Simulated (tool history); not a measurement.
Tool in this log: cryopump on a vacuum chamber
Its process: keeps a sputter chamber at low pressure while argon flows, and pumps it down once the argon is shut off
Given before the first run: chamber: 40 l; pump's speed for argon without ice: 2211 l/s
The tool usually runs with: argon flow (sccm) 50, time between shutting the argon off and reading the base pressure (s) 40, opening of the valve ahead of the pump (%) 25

| run | hour | argon flow (sccm) | time between shutting the argon off and reading the base pressure (s) | opening of the valve ahead of the pump (%) | pressure while argon flows (Pa) | pressure after the wait (uPa) |
|---|---|---|---|---|---|---|
| 1 | 0.0 | 50 | 40 | 25 | 0.1578 | 1.25 |
| 2 | 18.5 | 50 | 40 | 25 | 0.1565 | 1.27 |
| 3 | 51.5 | 50 | 40 | 25 | 0.1590 | 1.29 |
| 4 | 80.0 | 50 | 40 | 25 | 0.1587 | 1.32 |
| 5 | 106.8 | 50 | 40 | 25 | 0.1586 | 1.27 |
| 6 | 144.5 | 50 | 40 | 25 | 0.1592 | 1.27 |
| 7 | 162.1 | 50 | 40 | 25 | 0.1584 | 1.30 |
| 8 | 195.1 | 50 | 40 | 25 | 0.1598 | 1.31 |
|  | 201.7 | pump warmed up, emptied and cooled again |
| 9 | 232.0 | 50 | 121 | 25 | 0.1540 | 0.80 |
| 10 | 247.7 | 50 | 40 | 25 | 0.1540 | 1.19 |
| 11 | 284.5 | 55 | 40 | 52 | 0.0823 | 1.28 |
| 12 | 319.8 | 44 | 22 | 44 | 0.0777 | 1.67 |
| 13 | 343.6 | 32 | 22 | 44 | 0.0567 | 1.65 |
| 14 | 363.9 | 32 | 22 | 44 | 0.0566 | 1.71 |
| 15 | 393.3 | 46 | 40 | 25 | 0.1430 | 1.26 |
| 16 | 429.3 | 46 | 40 | 25 | 0.1427 | 1.22 |

For run 17, what comes out?
| 17 | 457.5 | 25 | 40 | 18 | ? | ? |

pressure while argon flows (Pa): 0.1081
pressure after the wait (uPa): 1.30
The same run, on a tool lacking any hidden state, would have yielded pressure while argon flows (Pa) 0.1065, pressure after the wait (uPa) 0.68.

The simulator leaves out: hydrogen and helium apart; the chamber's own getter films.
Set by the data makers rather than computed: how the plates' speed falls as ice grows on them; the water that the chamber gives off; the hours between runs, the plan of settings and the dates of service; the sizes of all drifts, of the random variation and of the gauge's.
